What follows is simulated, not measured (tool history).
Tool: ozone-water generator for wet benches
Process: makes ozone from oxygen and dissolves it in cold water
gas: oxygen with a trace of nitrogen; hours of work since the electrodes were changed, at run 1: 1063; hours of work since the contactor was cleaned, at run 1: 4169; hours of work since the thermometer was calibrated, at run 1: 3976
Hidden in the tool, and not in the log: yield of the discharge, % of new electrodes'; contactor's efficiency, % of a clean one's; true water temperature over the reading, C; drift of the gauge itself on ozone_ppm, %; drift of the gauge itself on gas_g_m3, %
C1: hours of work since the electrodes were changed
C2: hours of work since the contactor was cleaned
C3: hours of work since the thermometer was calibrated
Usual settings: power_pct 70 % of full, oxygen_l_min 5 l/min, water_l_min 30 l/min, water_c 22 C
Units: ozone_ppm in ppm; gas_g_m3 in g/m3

{"run": 1, "hour": 0.0, "power_pct": 70, "oxygen_l_min": 5, "water_l_min": 30, "water_c": 22, "C1": 1063, "C2": 4169, "C3": 3976, "ozone_ppm": 16.8, "gas_g_m3": 195.1}
{"run": 2, "hour": 120.7, "power_pct": 70, "oxygen_l_min": 5, "water_l_min": 30, "water_c": 22, "C1": 1166, "C2": 4272, "C3": 4079, "ozone_ppm": 17, "gas_g_m3": 194.1}
{"run": 3, "hour": 280.7, "power_pct": 70, "oxygen_l_min": 5, "water_l_min": 30, "water_c": 14, "C1": 1302, "C2": 4408, "C3": 4215, "ozone_ppm": 18.8, "gas_g_m3": 191.9}
{"run": 4, "hour": 418.2, "power_pct": 70, "oxygen_l_min": 5, "water_l_min": 30, "water_c": 14, "C1": 1419, "C2": 4525, "C3": 4333, "ozone_ppm": 18.4, "gas_g_m3": 193.4}
{"run": 5, "hour": 528.3, "power_pct": 70, "oxygen_l_min": 5, "water_l_min": 30, "water_c": 14, "C1": 1513, "C2": 4619, "C3": 4426, "ozone_ppm": 18.1, "gas_g_m3": 192.5}
{"run": 6, "hour": 732.4, "power_pct": 70, "oxygen_l_min": 5, "water_l_min": 30, "water_c": 22, "C1": 1687, "C2": 4793, "C3": 4600, "ozone_ppm": 16.9, "gas_g_m3": 192.2}
{"run": 7, "hour": 862.3, "power_pct": 70, "oxygen_l_min": 5, "water_l_min": 30, "water_c": 22, "C1": 1797, "C2": 4904, "C3": 4711, "ozone_ppm": 16.8, "gas_g_m3": 190.1}
{"run": 8, "hour": 1061.1, "power_pct": 70, "oxygen_l_min": 5, "water_l_min": 30, "water_c": 25, "C1": 1967, "C2": 5073, "C3": 4880, "ozone_ppm": 16.1, "gas_g_m3": 191.3}
{"run": 9, "hour": 1225.8, "power_pct": 70, "oxygen_l_min": 5, "water_l_min": 30, "water_c": 25, "C1": 2107, "C2": 5214, "C3": 5021, "ozone_ppm": 16.1, "gas_g_m3": 191.7}
{"hour": 1324.8, "done": "water thermometer calibrated"}
{"run": 10, "hour": 1433.3, "power_pct": 70, "oxygen_l_min": 5, "water_l_min": 30, "water_c": 25, "C1": 2283, "C2": 5390, "C3": 92, "ozone_ppm": 16.4, "gas_g_m3": 187.9}
{"run": 11, "hour": 1626.1, "power_pct": 70, "oxygen_l_min": 5, "water_l_min": 30, "water_c": 25, "C1": 2448, "C2": 5554, "C3": 257, "ozone_ppm": 16.1, "gas_g_m3": 188.8}
{"run": 12, "hour": 1790.2, "power_pct": 70, "oxygen_l_min": 5, "water_l_min": 30, "water_c": 25, "C1": 2588, "C2": 5694, "C3": 397, "ozone_ppm": 16.1, "gas_g_m3": 186.6}
{"run": 13, "hour": 1890.9, "power_pct": 70, "oxygen_l_min": 5, "water_l_min": 30, "water_c": 22, "C1": 2673, "C2": 5780, "C3": 482, "ozone_ppm": 16.5, "gas_g_m3": 189.6}
{"run": 14, "hour": 2025.0, "power_pct": 70, "oxygen_l_min": 5, "water_l_min": 30, "water_c": 22, "C1": 2788, "C2": 5894, "C3": 597, "ozone_ppm": 16.6, "gas_g_m3": 188.2}
{"run": 15, "hour": 2135.2, "power_pct": 70, "oxygen_l_min": 5, "water_l_min": 30, "water_c": 21, "C1": 2881, "C2": 5988, "C3": 690, "ozone_ppm": 16.7, "gas_g_m3": 187.6}
{"run": 16, "hour": 2256.9, "power_pct": 49, "oxygen_l_min": 5, "water_l_min": 30, "water_c": 22, "C1": 2985, "C2": 6092, "C3": 794, "ozone_ppm": 13.5, "gas_g_m3": 152.8}
{"run": 17, "hour": 2364.2, "power_pct": 61, "oxygen_l_min": 8.13, "water_l_min": 30, "water_c": 15, "C1": 3077, "C2": 6183, "C3": 886, "ozone_ppm": 18.1, "gas_g_m3": 141.6}
{"run": 18, "hour": 2550.5, "power_pct": 61, "oxygen_l_min": 8.13, "water_l_min": 30, "water_c": 15, "C1": 3235, "C2": 6342, "C3": 1044, "ozone_ppm": 18.4, "gas_g_m3": 141.3}
{"run": 19, "hour": 2694.6, "power_pct": 54, "oxygen_l_min": 4.04, "water_l_min": 31, "water_c": 19, "C1": 3358, "C2": 6464, "C3": 1167, "ozone_ppm": 13.3, "gas_g_m3": 174}
{"run": 20, "hour": 2852.6, "power_pct": 77, "oxygen_l_min": 2.78, "water_l_min": 31, "water_c": 21, "C1": 3493, "C2": 6599, "C3": 1302, "ozone_ppm": 13.8, "gas_g_m3": 244.7}
{"run": 21, "hour": 2937.8, "power_pct": 77, "oxygen_l_min": 2.78, "water_l_min": 31, "water_c": 21, "C1": 3565, "C2": 6672, "C3": 1374, "ozone_ppm": 14.1, "gas_g_m3": 246.2}
{"run": 22, "hour": 3047.4, "power_pct": 79, "oxygen_l_min": 2.94, "water_l_min": 36, "water_c": 18, "C1": 3659, "C2": 6765, "C3": 1468, "ozone_ppm": 12.7, "gas_g_m3": 241.5}
{"run": 23, "hour": 3182.6, "power_pct": 79, "oxygen_l_min": 2.94, "water_l_min": 36, "water_c": 16, "C1": 3774, "C2": 6880, "C3": 1583, "ozone_ppm": 13, "gas_g_m3": 242.1}
{"run": 24, "hour": 3348.7, "power_pct": 56, "oxygen_l_min": 7.94, "water_l_min": 30, "water_c": 22, "C1": 3915, "C2": 7022, "C3": 1724, "ozone_ppm": 15.5, "gas_g_m3": 135.3}
{"run": 25, "hour": 3481.0, "power_pct": 73, "oxygen_l_min": 5.99, "water_l_min": 35, "water_c": 22, "C1": 4028, "C2": 7134, "C3": 1837, "ozone_ppm": 15.1, "gas_g_m3": 174.2}
{"run": 26, "hour": 3591.7, "power_pct": 70, "oxygen_l_min": 5.97, "water_l_min": 30, "water_c": 22, "C1": 4122, "C2": 7229, "C3": 1931, "ozone_ppm": 16.8, "gas_g_m3": 171.2}
{"run": 27, "hour": 3743.0, "power_pct": 50, "oxygen_l_min": 7.12, "water_l_min": 23, "water_c": 18, "C1": 4251, "C2": 7358, "C3": 2060, "ozone_ppm": 18.6, "gas_g_m3": 130.5}
{"run": 28, "hour": 3898.2, "power_pct": 50, "oxygen_l_min": 7.12, "water_l_min": 23, "water_c": 18, "C1": 4384, "C2": 7490, "C3": 2193, "ozone_ppm": 18.4, "gas_g_m3": 132.6}
{"run": 29, "hour": 4041.1, "power_pct": 50, "oxygen_l_min": 7.12, "water_l_min": 23, "water_c": 18, "C1": 4505, "C2": 7612, "C3": 2314, "ozone_ppm": 18.3, "gas_g_m3": 131.4}
{"run": 30, "hour": 4126.8, "power_pct": 88, "oxygen_l_min": 2.77, "water_l_min": 33, "water_c": 17, "C1": 4578, "C2": 7685, "C3": 2387, "ozone_ppm": 14.2, "gas_g_m3": 258.7}
{"run": 31, "hour": 4249.8, "power_pct": 71, "oxygen_l_min": 7.64, "water_l_min": 35, "water_c": 25, "C1": 4683, "C2": 7789, "C3": 2492, "ozone_ppm": 14.8, "gas_g_m3": 152.7}
{"run": 32, "hour": 4400.4, "power_pct": 70, "oxygen_l_min": 4.21, "water_l_min": 30, "water_c": 21, "C1": 4811, "C2": 7918, "C3": 2620, "ozone_ppm": 15.2, "gas_g_m3": 193.8}

Forecast each of these 4 alternatives for the next run:
{"run": "A", "hour": 4511.8, "power_pct": 70, "oxygen_l_min": 8.86, "water_l_min": 32, "water_c": 15, "C1": 4906, "C2": 8013, "C3": 2715, "ozone_ppm": "?", "gas_g_m3": "?"}
{"run": "B", "hour": 4511.8, "power_pct": 70, "oxygen_l_min": 4.21, "water_l_min": 21, "water_c": 15, "C1": 4906, "C2": 8013, "C3": 2715, "ozone_ppm": "?", "gas_g_m3": "?"}
{"run": "C", "hour": 4511.8, "power_pct": 70, "oxygen_l_min": 5, "water_l_min": 30, "water_c": 20, "C1": 4906, "C2": 8013, "C3": 2715, "ozone_ppm": "?", "gas_g_m3": "?"}
{"run": "D", "hour": 4511.8, "power_pct": 81, "oxygen_l_min": 5, "water_l_min": 30, "water_c": 22, "C1": 4906, "C2": 8013, "C3": 2715, "ozone_ppm": "?", "gas_g_m3": "?"}

run=A ozone_ppm=18.2 gas_g_m3=143
run=B ozone_ppm=22 gas_g_m3=190.7
run=C ozone_ppm=16.2 gas_g_m3=180.8
run=D ozone_ppm=16.8 gas_g_m3=195.8
Without the tool's hidden state the same runs would have given:
run=A ozone_ppm=20.5 gas_g_m3=157.9
run=B ozone_ppm=24.6 gas_g_m3=210.7
run=C ozone_ppm=18.3 gas_g_m3=199.7
run=D ozone_ppm=19.1 gas_g_m3=218
